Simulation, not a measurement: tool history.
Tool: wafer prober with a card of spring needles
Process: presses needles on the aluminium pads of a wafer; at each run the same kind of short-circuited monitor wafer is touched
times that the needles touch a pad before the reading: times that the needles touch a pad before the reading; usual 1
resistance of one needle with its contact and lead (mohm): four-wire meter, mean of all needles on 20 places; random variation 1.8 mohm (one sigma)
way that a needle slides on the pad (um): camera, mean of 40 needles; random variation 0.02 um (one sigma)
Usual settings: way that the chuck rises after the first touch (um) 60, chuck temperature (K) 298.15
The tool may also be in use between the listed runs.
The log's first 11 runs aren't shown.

run	hour	way that the chuck rises after the first touch (um)	chuck temperature (K)	times that the needles touch a pad before the reading	touches since the tips were cleaned	cleanings since the card got new needles	touches since the first contact's height was set	resistance of one needle with its contact and lead (mohm)	way that a needle slides on the pad (um)
# hour 203.7: tips cleaned on abrasive film
12	204.5	60	298.15	2	428	40	26362	221	15.09
# hour 219.8: tips cleaned on abrasive film
13	220.9	60	304.15	1	592	41	35386	255	15.07
# hour 235.6: tips cleaned on abrasive film
14	236.9	60	304.15	1	705	42	44224	252	15.08
# hour 251.5: tips cleaned on abrasive film
15	252.2	60	298.15	1	394	43	52650	241	15.05
# hour 267.7: tips cleaned on abrasive film
16	268.3	60	298.15	1	300	44	61497	218	15.00
# hour 270.7: height of the first contact set anew
17	282.3	60	338.15	1	7935	44	6443	477	15.19
# hour 284.5: tips cleaned on abrasive film
18	298.6	60	333.15	3	7847	45	15422	297	15.12
# hour 300.8: tips cleaned on abrasive film
# hour 317.2: tips cleaned on abrasive film
19	319.4	43	298.15	1	1233	47	26838	402	10.74
# hour 333.6: tips cleaned on abrasive film
20	344.0	43	298.15	1	5768	48	40393	716	10.73
# hour 349.5: tips cleaned on abrasive film
21	359.0	43	298.15	1	5290	49	48686	695	10.68
# hour 367.3: tips cleaned on abrasive film
22	373.6	43	298.15	2	3468	50	56690	431	10.69
# hour 383.4: tips cleaned on abrasive film
# hour 385.1: height of the first contact set anew
# hour 400.6: tips cleaned on abrasive film
23	400.6	43	298.15	2	0	52	8576	213	10.82
# hour 416.9: tips cleaned on abrasive film
24	423.4	43	333.15	2	3575	53	21135	424	10.81
# hour 434.5: tips cleaned on abrasive film
25	436.0	43	333.15	2	815	54	28078	277	10.77
26	447.1	54	331.15	1	6966	54	34229	566	13.60
# hour 452.3: tips cleaned on abrasive film
# hour 468.3: tips cleaned on abrasive film
27	470.3	54	331.15	1	1110	56	46972	340	13.53
# hour 484.3: tips cleaned on abrasive film
28	484.6	61	355.15	3	133	57	54825	210	15.24
29	495.5	67	386.15	2	6179	57	60871	324	16.77
# hour 499.4: height of the first contact set anew
# hour 501.0: tips cleaned on abrasive film
30	513.7	58	298.15	2	7006	58	7831	376	14.63
# hour 518.9: tips cleaned on abrasive film
# hour 535.2: tips cleaned on abrasive film
31	535.2	47	337.15	2	0	60	19682	222	11.82
32	548.3	71	347.15	1	7252	60	26934	400	17.86

Forecast each of these 3 alternatives for the next run:
# hour 552.9: tips cleaned on abrasive film
# hour 569.8: tips cleaned on abrasive film
A	571.6	59	362.15	1	1020	62	39751	?	?
# hour 552.9: tips cleaned on abrasive film
# hour 569.8: tips cleaned on abrasive film
B	571.6	50	389.15	1	1020	62	39751	?	?
# hour 552.9: tips cleaned on abrasive film
# hour 569.8: tips cleaned on abrasive film
C	571.6	69	347.15	1	1020	62	39751	?	?

run	resistance of one needle with its contact and lead (mohm)	way that a needle slides on the pad (um)
A	277	14.81
B	314	12.51
C	260	17.35
Without the tool's hidden state the same runs would have given:
run	resistance of one needle with its contact and lead (mohm)	way that a needle slides on the pad (um)
A	191	14.93
B	201	12.63
C	194	17.48

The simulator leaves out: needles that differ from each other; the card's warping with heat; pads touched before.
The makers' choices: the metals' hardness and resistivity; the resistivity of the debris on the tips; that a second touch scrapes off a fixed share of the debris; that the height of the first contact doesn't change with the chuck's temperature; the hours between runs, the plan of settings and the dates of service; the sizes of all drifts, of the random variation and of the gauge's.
